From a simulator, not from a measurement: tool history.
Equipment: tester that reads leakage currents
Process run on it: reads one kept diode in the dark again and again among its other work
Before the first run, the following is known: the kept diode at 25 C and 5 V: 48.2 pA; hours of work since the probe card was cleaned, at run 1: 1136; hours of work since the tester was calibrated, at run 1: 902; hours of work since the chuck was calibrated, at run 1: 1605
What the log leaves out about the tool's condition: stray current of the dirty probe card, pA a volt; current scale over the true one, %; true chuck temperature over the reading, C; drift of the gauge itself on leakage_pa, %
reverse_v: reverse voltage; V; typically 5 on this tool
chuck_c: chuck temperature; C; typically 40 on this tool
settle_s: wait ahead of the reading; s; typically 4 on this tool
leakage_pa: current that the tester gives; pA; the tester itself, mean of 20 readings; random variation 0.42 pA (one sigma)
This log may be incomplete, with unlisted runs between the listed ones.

run	hour	reverse_v	chuck_c	settle_s	hours of work since the probe card was cleaned	hours of work since the tester was calibrated	hours of work since the chuck was calibrated	leakage_pa
1	0	5	40	4	1136	902	1605	163.65
2	66.4	5	40	4	1168	934	1637	162.97
3	127.6	5	40	4	1197	963	1666	164.72
4	175.1	5	40	4	1220	986	1689	164.89
5	209	5	40	4	1237	1002	1706	165.75
6	243.1	5	40	0.7	1253	1019	1722	165.45
7	289.3	5	40	0.7	1275	1041	1744	166.4
8	333.5	5	40	0.7	1297	1062	1765	166.71
9	386.6	5	40	4	1322	1088	1791	166.47
10	419	5	40	4	1338	1103	1807	166.56
11	455.8	5	40	4	1356	1121	1824	166.92
12	510.2	5	40	4	1382	1147	1851	167.5
13	570.4	5	40	1.24	1411	1176	1880	167.91
14	607.8	5	40	1.24	1429	1194	1898	167.97
# hour 662.8: probe card cleaned and baked
15	683.2	5	40	1.24	10	1229	1932	170.9
# hour 689.3: chuck's temperature calibrated
16	728.5	5	40	1.24	31	1250	19	154.16
17	762	1.22	24	1.24	47	1266	35	32.49
# hour 829.4: probe card cleaned and baked, once more
18	830.1	1.22	24	1.24	0	1298	66	29.24
19	888.6	1.22	42	2.69	29	1326	95	105.07
20	920.6	1.22	42	2.69	44	1341	110	105.17
21	955.5	5	32	3.53	61	1358	127	81.42
22	1019.4	5	32	3.53	92	1389	158	81.65
23	1054.9	6.52	40	5.49	109	1406	175	154.24
24	1114.8	6.52	40	5.49	138	1435	204	154.6
25	1149.3	4.1	21	1.21	154	1451	220	35.34
26	1201.1	4.1	21	1.21	179	1476	245	35.61
27	1263.7	5	58	4	209	1506	275	448.62
28	1300.3	5	58	4	227	1524	293	449.9
29	1345.1	5	58	4	248	1546	314	450.71
30	1416.2	2.11	49	4.85	283	1580	349	198.93
31	1451.3	5.01	23	3.66	300	1597	366	44.95

The same runs without the tool's hidden state, with the same run-to-run variation:
run	leakage_pa
1	140.42
2	139.4
3	140.51
4	140.37
5	140.9
6	140.54
7	141.06
8	141.06
9	140.4
10	140.3
11	140.35
12	140.49
13	140.51
14	140.31
15	141
16	140.85
17	29.18
18	29.16
19	104.72
20	104.71
21	80.51
22	80.35
23	152.02
24	151.88
25	33.94
26	34.01
27	442.49
28	443.25
29	443.48
30	195.14
31	41.74
